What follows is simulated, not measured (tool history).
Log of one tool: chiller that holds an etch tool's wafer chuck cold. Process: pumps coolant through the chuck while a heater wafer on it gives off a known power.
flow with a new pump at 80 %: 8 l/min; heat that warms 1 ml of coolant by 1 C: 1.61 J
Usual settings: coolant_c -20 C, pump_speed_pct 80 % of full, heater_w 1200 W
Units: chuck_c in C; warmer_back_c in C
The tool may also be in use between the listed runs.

{"run": 1, "hour": 0.0, "coolant_c": -20, "pump_speed_pct": 80, "heater_w": 1200, "chuck_c": -8.0, "warmer_back_c": 5.73}
{"run": 2, "hour": 25.6, "coolant_c": -20, "pump_speed_pct": 80, "heater_w": 1200, "chuck_c": -7.9, "warmer_back_c": 5.7}
{"run": 3, "hour": 49.6, "coolant_c": -14, "pump_speed_pct": 80, "heater_w": 1200, "chuck_c": -2.0, "warmer_back_c": 5.74}
{"run": 4, "hour": 69.5, "coolant_c": -14, "pump_speed_pct": 80, "heater_w": 1200, "chuck_c": -2.1, "warmer_back_c": 5.69}
{"run": 5, "hour": 95.3, "coolant_c": -14, "pump_speed_pct": 80, "heater_w": 1200, "chuck_c": -1.9, "warmer_back_c": 5.73}
{"run": 6, "hour": 116.7, "coolant_c": -14, "pump_speed_pct": 80, "heater_w": 1200, "chuck_c": -1.9, "warmer_back_c": 5.69}
{"run": 7, "hour": 144.4, "coolant_c": -14, "pump_speed_pct": 80, "heater_w": 1200, "chuck_c": -2.1, "warmer_back_c": 5.72}
{"run": 8, "hour": 165.0, "coolant_c": -20, "pump_speed_pct": 80, "heater_w": 1200, "chuck_c": -7.8, "warmer_back_c": 5.68}
{"run": 9, "hour": 186.6, "coolant_c": -11, "pump_speed_pct": 73, "heater_w": 969, "chuck_c": -0.6, "warmer_back_c": 5.06}
{"run": 10, "hour": 213.2, "coolant_c": -20, "pump_speed_pct": 69, "heater_w": 1200, "chuck_c": -6.2, "warmer_back_c": 6.66}
{"run": 11, "hour": 234.0, "coolant_c": -20, "pump_speed_pct": 69, "heater_w": 1200, "chuck_c": -6.4, "warmer_back_c": 6.7}
{"run": 12, "hour": 253.9, "coolant_c": -20, "pump_speed_pct": 69, "heater_w": 1200, "chuck_c": -6.4, "warmer_back_c": 6.68}
{"run": 13, "hour": 282.0, "coolant_c": -20, "pump_speed_pct": 69, "heater_w": 1200, "chuck_c": -6.1, "warmer_back_c": 6.72}
{"run": 14, "hour": 300.6, "coolant_c": -15, "pump_speed_pct": 69, "heater_w": 1132, "chuck_c": -2.2, "warmer_back_c": 6.24}
{"run": 15, "hour": 323.1, "coolant_c": -24, "pump_speed_pct": 69, "heater_w": 744, "chuck_c": -15.5, "warmer_back_c": 4.15}

4 ways to go on from here, each from the tool as it stands after run 15. What would each give?
{"run": "A", "hour": 351.3, "coolant_c": -24, "pump_speed_pct": 85, "heater_w": 1009, "chuck_c": "?", "warmer_back_c": "?"}
{"run": "B", "hour": 351.3, "coolant_c": -24, "pump_speed_pct": 64, "heater_w": 1230, "chuck_c": "?", "warmer_back_c": "?"}
{"run": "C", "hour": 351.3, "coolant_c": -20, "pump_speed_pct": 66, "heater_w": 1200, "chuck_c": "?", "warmer_back_c": "?"}
{"run": "D", "hour": 351.3, "coolant_c": -11, "pump_speed_pct": 93, "heater_w": 792, "chuck_c": "?", "warmer_back_c": "?"}

run=A chuck_c=-14.4 warmer_back_c=4.52
run=B chuck_c=-9.1 warmer_back_c=7.35
run=C chuck_c=-5.8 warmer_back_c=6.99
run=D chuck_c=-4.1 warmer_back_c=3.23
Without the tool's hidden state the same runs would have given:
run=A chuck_c=-14.4 warmer_back_c=4.40
run=B chuck_c=-9.4 warmer_back_c=7.16
run=C chuck_c=-6.1 warmer_back_c=6.80
run=D chuck_c=-4.1 warmer_back_c=3.15
